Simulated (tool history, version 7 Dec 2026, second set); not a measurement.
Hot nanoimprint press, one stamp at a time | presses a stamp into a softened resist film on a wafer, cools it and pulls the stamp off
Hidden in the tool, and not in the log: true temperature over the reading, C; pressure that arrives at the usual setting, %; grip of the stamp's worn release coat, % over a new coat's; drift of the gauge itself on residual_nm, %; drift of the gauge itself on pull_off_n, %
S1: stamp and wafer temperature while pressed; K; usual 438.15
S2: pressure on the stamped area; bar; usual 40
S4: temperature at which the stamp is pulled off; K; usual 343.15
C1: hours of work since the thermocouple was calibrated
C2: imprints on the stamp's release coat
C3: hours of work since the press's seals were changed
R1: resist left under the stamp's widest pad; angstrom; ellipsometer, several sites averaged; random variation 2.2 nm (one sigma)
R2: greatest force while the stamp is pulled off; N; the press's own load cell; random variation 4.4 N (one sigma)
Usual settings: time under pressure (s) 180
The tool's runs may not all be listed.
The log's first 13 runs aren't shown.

At hour 300: plate thermocouple calibrated.
Run 14, hour 327.6: usual settings; C1 20; C2 618; C3 744. Result: R1 4036 angstrom, R2 253 N.
Run 15, hour 351.6: usual settings but S2 29.4 bar; C1 38; C2 731; C3 761. Result: R1 4639 angstrom, R2 260 N.
Run 16, hour 379.9: usual settings but S2 28.8 bar, time under pressure (s) 269, S4 344.15 K; C1 59; C2 863; C3 782. Result: R1 4169 angstrom, R2 267 N.
At hour 391.3: plate thermocouple calibrated, once more.
At hour 416.2: stamp cleaned and given a new release coat.
Run 17, hour 423.4: usual settings but S1 427.15 K, S2 24.7 bar, time under pressure (s) 133, S4 329.15 K; C1 19; C2 34; C3 807. Result: R1 6519 angstrom, R2 233 N.
Run 18, hour 451.5: usual settings but S1 444.15 K, S2 46.3 bar; C1 40; C2 166; C3 828. Result: R1 2385 angstrom, R2 218 N.
Run 19, hour 473.1: usual settings but S1 444.15 K, S2 46.3 bar; C1 56; C2 267; C3 844. Result: R1 2372 angstrom, R2 241 N.
Run 20, hour 499.2: usual settings but S1 434.15 K, S2 27.8 bar; C1 75; C2 389; C3 863. Result: R1 5109 angstrom, R2 230 N.
Run 21, hour 530.4: usual settings but S1 434.15 K, S2 27.8 bar; C1 98; C2 536; C3 886. Result: R1 5096 angstrom, R2 246 N.
Run 22, hour 559.9: usual settings but S1 434.15 K, S2 27.8 bar; C1 119; C2 674; C3 907. Result: R1 5115 angstrom, R2 256 N.
Run 23, hour 594.4: usual settings but S1 434.15 K, S2 44.3 bar, time under pressure (s) 279; C1 144; C2 835; C3 933. Result: R1 3820 angstrom, R2 264 N.
At hour 632.4: stamp cleaned and given a new release coat.
Run 24, hour 632.4: usual settings but S1 434.15 K, S2 44.3 bar, time under pressure (s) 279; C1 168; C2 0; C3 956. Result: R1 3849 angstrom, R2 223 N.
Run 25, hour 652.1: usual settings but S1 434.15 K, S2 44.3 bar, time under pressure (s) 122, S4 346.15 K; C1 182; C2 93; C3 971. Result: R1 4810 angstrom, R2 213 N.
Run 26, hour 676.9: usual settings but time under pressure (s) 171, S4 335.15 K; C1 200; C2 209; C3 989. Result: R1 3841 angstrom, R2 244 N.
Run 27, hour 695.4: usual settings but S2 36.6 bar, time under pressure (s) 231, S4 339.15 K; C1 214; C2 296; C3 1002. Result: R1 3609 angstrom, R2 244 N.
Run 28, hour 724.2: usual settings but S2 36.6 bar, time under pressure (s) 231, S4 334.15 K; C1 235; C2 430; C3 1023. Result: R1 3687 angstrom, R2 261 N.
Run 29, hour 748.1: usual settings but S2 36.6 bar, time under pressure (s) 231, S4 334.15 K; C1 253; C2 542; C3 1041. Result: R1 3657 angstrom, R2 259 N.
Run 30, hour 767.6: usual settings but S1 428.15 K, S4 333.15 K; C1 267; C2 634; C3 1055. Result: R1 5881 angstrom, R2 276 N.

Forecast each of these 3 alternatives for the next run:
Run A, hour 797.5: usual settings but S1 428.15 K, S2 31.1 bar, time under pressure (s) 128, S4 346.15 K; C1 289; C2 774; C3 1077. Result: R1 ?, R2 ?.
Run B, hour 797.5: usual settings but S1 440.15 K, S2 34.2 bar, S4 333.15 K; C1 289; C2 774; C3 1077. Result: R1 ?, R2 ?.
Run C, hour 797.5: usual settings but S1 449.15 K; C1 289; C2 774; C3 1077. Result: R1 ?, R2 ?.

run    R1   R2
  A  6399  262
  B  3729  279
  C  2092  264
Without the tool's hidden state the same runs would have given:
run    R1   R2
  A  6236  214
  B  3455  228
  C  1927  215
